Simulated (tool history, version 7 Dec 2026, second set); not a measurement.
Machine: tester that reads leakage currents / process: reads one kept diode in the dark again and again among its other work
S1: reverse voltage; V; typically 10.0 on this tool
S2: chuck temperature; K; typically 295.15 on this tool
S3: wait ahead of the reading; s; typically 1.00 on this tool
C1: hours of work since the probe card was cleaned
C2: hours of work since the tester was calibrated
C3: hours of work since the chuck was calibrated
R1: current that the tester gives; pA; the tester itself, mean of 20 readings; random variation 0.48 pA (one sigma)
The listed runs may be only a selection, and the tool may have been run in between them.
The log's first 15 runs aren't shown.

{"run": 16, "hour": 394.8, "S1": 10.0, "S2": 295.15, "S3": 0.57, "C1": 305, "C2": 979, "C3": 305, "R1": 167.91}
{"run": 17, "hour": 422.0, "S1": 10.0, "S2": 295.15, "S3": 0.57, "C1": 324, "C2": 998, "C3": 324, "R1": 167.41}
{"run": 18, "hour": 440.4, "S1": 10.0, "S2": 295.15, "S3": 0.57, "C1": 337, "C2": 1011, "C3": 337, "R1": 168.77}
{"run": 19, "hour": 464.5, "S1": 10.0, "S2": 295.15, "S3": 0.57, "C1": 353, "C2": 1028, "C3": 353, "R1": 169.18}
{"run": 20, "hour": 486.5, "S1": 10.0, "S2": 295.15, "S3": 1.0, "C1": 368, "C2": 1043, "C3": 368, "R1": 168.27}
{"run": 21, "hour": 520.9, "S1": 10.0, "S2": 307.15, "S3": 0.35, "C1": 392, "C2": 1067, "C3": 392, "R1": 411.37}
{"hour": 525.6, "done": "probe card cleaned and baked"}
{"run": 22, "hour": 542.7, "S1": 10.0, "S2": 307.15, "S3": 0.35, "C1": 12, "C2": 1079, "C3": 405, "R1": 413.09}
{"run": 23, "hour": 562.1, "S1": 16.6, "S2": 305.15, "S3": 0.33, "C1": 25, "C2": 1093, "C3": 418, "R1": 457.33}
{"run": 24, "hour": 591.3, "S1": 16.6, "S2": 310.15, "S3": 3.95, "C1": 45, "C2": 1113, "C3": 439, "R1": 639.97}
{"run": 25, "hour": 606.5, "S1": 16.6, "S2": 296.15, "S3": 3.95, "C1": 56, "C2": 1124, "C3": 449, "R1": 233.89}
{"run": 26, "hour": 640.9, "S1": 3.1, "S2": 297.15, "S3": 0.54, "C1": 80, "C2": 1147, "C3": 473, "R1": 115.38}
{"hour": 677.5, "done": "probe card cleaned and baked, once more"}
{"run": 27, "hour": 678.5, "S1": 7.7, "S2": 295.15, "S3": 1.69, "C1": 1, "C2": 1171, "C3": 497, "R1": 146.85}
{"run": 28, "hour": 703.9, "S1": 7.7, "S2": 295.15, "S3": 1.69, "C1": 18, "C2": 1189, "C3": 514, "R1": 147.72}
{"run": 29, "hour": 726.0, "S1": 7.7, "S2": 302.15, "S3": 0.42, "C1": 33, "C2": 1204, "C3": 530, "R1": 253.36}
{"run": 30, "hour": 746.3, "S1": 11.6, "S2": 332.15, "S3": 0.42, "C1": 47, "C2": 1218, "C3": 544, "R1": 2347.53}
{"run": 31, "hour": 774.1, "S1": 11.9, "S2": 294.15, "S3": 1.86, "C1": 67, "C2": 1237, "C3": 563, "R1": 167.75}
{"run": 32, "hour": 799.7, "S1": 11.9, "S2": 294.15, "S3": 1.86, "C1": 84, "C2": 1255, "C3": 580, "R1": 168.51}
{"run": 33, "hour": 817.5, "S1": 19.8, "S2": 325.15, "S3": 4.02, "C1": 97, "C2": 1267, "C3": 593, "R1": 1924.99}
{"run": 34, "hour": 841.0, "S1": 19.8, "S2": 325.15, "S3": 4.02, "C1": 113, "C2": 1283, "C3": 609, "R1": 1920.8}
{"run": 35, "hour": 866.5, "S1": 19.8, "S2": 325.15, "S3": 4.02, "C1": 130, "C2": 1301, "C3": 627, "R1": 1935.66}
{"run": 36, "hour": 901.4, "S1": 19.8, "S2": 325.15, "S3": 4.02, "C1": 154, "C2": 1325, "C3": 651, "R1": 1936.85}
{"run": 37, "hour": 918.3, "S1": 1.0, "S2": 295.15, "S3": 1.0, "C1": 166, "C2": 1337, "C3": 662, "R1": 58.25}
{"run": 38, "hour": 952.1, "S1": 3.7, "S2": 306.15, "S3": 5.05, "C1": 189, "C2": 1360, "C3": 686, "R1": 243.86}
{"run": 39, "hour": 975.6, "S1": 1.6, "S2": 294.15, "S3": 6.74, "C1": 206, "C2": 1376, "C3": 702, "R1": 67.18}

Branching from run 39: 5 alternative next runs. What would each branch give?
{"run": "A", "hour": 990.2, "S1": 4.8, "S2": 315.15, "S3": 8.69, "C1": 216, "C2": 1386, "C3": 712, "R1": "?"}
{"run": "B", "hour": 990.2, "S1": 2.3, "S2": 326.15, "S3": 6.27, "C1": 216, "C2": 1386, "C3": 712, "R1": "?"}
{"run": "C", "hour": 990.2, "S1": 2.6, "S2": 306.15, "S3": 0.46, "C1": 216, "C2": 1386, "C3": 712, "R1": "?"}
{"run": "D", "hour": 990.2, "S1": 2.1, "S2": 301.15, "S3": 2.09, "C1": 216, "C2": 1386, "C3": 712, "R1": "?"}
{"run": "E", "hour": 990.2, "S1": 1.1, "S2": 313.15, "S3": 0.48, "C1": 216, "C2": 1386, "C3": 712, "R1": "?"}

run=A R1=521.40
run=B R1=770.98
run=C R1=209.84
run=D R1=130.96
run=E R1=230.88
Without the tool's hidden state the same runs would have given:
run=A R1=494.79
run=B R1=735.26
run=C R1=198.40
run=D R1=123.47
run=E R1=219.16

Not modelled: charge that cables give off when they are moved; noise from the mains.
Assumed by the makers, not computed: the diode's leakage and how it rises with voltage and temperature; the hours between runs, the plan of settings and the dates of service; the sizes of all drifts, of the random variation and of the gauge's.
